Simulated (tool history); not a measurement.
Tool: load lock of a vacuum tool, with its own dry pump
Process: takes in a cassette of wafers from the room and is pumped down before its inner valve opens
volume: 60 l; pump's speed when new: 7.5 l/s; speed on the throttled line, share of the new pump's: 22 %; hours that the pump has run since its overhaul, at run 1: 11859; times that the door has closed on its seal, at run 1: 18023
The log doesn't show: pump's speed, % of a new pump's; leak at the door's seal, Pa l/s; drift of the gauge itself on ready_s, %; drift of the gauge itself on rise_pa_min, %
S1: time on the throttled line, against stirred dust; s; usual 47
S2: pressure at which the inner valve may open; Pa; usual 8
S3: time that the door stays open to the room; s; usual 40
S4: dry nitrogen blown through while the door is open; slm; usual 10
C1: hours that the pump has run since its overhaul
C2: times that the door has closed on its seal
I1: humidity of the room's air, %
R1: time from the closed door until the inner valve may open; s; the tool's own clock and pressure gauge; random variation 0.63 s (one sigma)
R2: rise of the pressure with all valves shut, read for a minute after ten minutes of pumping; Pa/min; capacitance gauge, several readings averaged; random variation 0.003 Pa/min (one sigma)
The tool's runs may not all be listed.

run,hour,S1,S2,S3,S4,C1,C2,I1,R1,R2
1,0,47,8,40,10,11859,18023,42.9,112.2,0.015
2,240.2,47,8,40,10,12099,18646,46.7,112.3,0.014
3,557.8,47,8,40,10,12417,19469,47.8,112.2,0.022
4,884.4,47,8,40,10,12743,20316,46.4,112,0.014
5,1105,47,9,40,10,12964,20887,45,111,0.012
6,1401.3,47,9,40,10,13260,21655,45.4,110.9,0.019
7,1817.3,47,9,40,10,13676,22734,42.7,110.2,0.018
8,2251.2,47,9,40,13,14110,23858,48.7,111.1,0.013
9,2627.6,47,9,40,13,14487,24834,50,113.1,0.014
10,3014.5,47,9,40,13,14873,25837,47.4,111.8,0.013
11,3353.4,47,9,40,13,15212,26715,42.4,111.4,0.009
12,3722,47,9,40,13,15581,27671,45.9,110.4,0.018
13,4085.6,73,11,40,10,15945,28613,43.4,129.4,0.02
14,4498.8,73,11,40,10,16358,29684,45.2,129.2,0.013
15,4730.4,73,11,40,10,16589,30285,45.8,129.1,0.019
16,5156,83,8,27,10,17015,31388,43.2,140.2,0.012
17,5650.8,83,8,27,32,17510,32670,43.8,140.3,0.01
18,5897.7,53,13,83,44,17757,33310,47.5,112.8,0.014
19,6265.4,28,12,136,13,18124,34264,43.7,93.9,0.033
20,6773.6,42,7,166,19,18633,35581,45.2,109.5,0.026
21,7149.9,40,15,25,10,19009,36556,44.7,100.8,0.012
# hour 7210.4: door's seal changed, seat wiped
22,7638.1,80,8,40,10,19496,1109,48,138.8,0.019
23,7958.2,80,7,31,10,19816,1938,44.9,139.3,0.013
24,8299.2,80,7,31,10,20157,2822,44.8,140,0.01

Forecast each of these 3 alternatives for the next run:
# hour 8382.5: dry pump taken out, an overhauled one fitted
A,8813.4,93,7,38,5,431,4140,46.2,?,?
# hour 8382.5: dry pump taken out, an overhauled one fitted
B,8813.4,58,8,40,9,431,4140,46.2,?,?
# hour 8382.5: dry pump taken out, an overhauled one fitted
C,8813.4,80,8,31,34,431,4140,46.9,?,?

run,R1,R2
A,149.4,0.022
B,119.4,0.014
C,136.9,0.008
Without the tool's hidden state the same runs would have given:
run,R1,R2
A,149.4,0.022
B,119.4,0.014
C,136.9,0.007

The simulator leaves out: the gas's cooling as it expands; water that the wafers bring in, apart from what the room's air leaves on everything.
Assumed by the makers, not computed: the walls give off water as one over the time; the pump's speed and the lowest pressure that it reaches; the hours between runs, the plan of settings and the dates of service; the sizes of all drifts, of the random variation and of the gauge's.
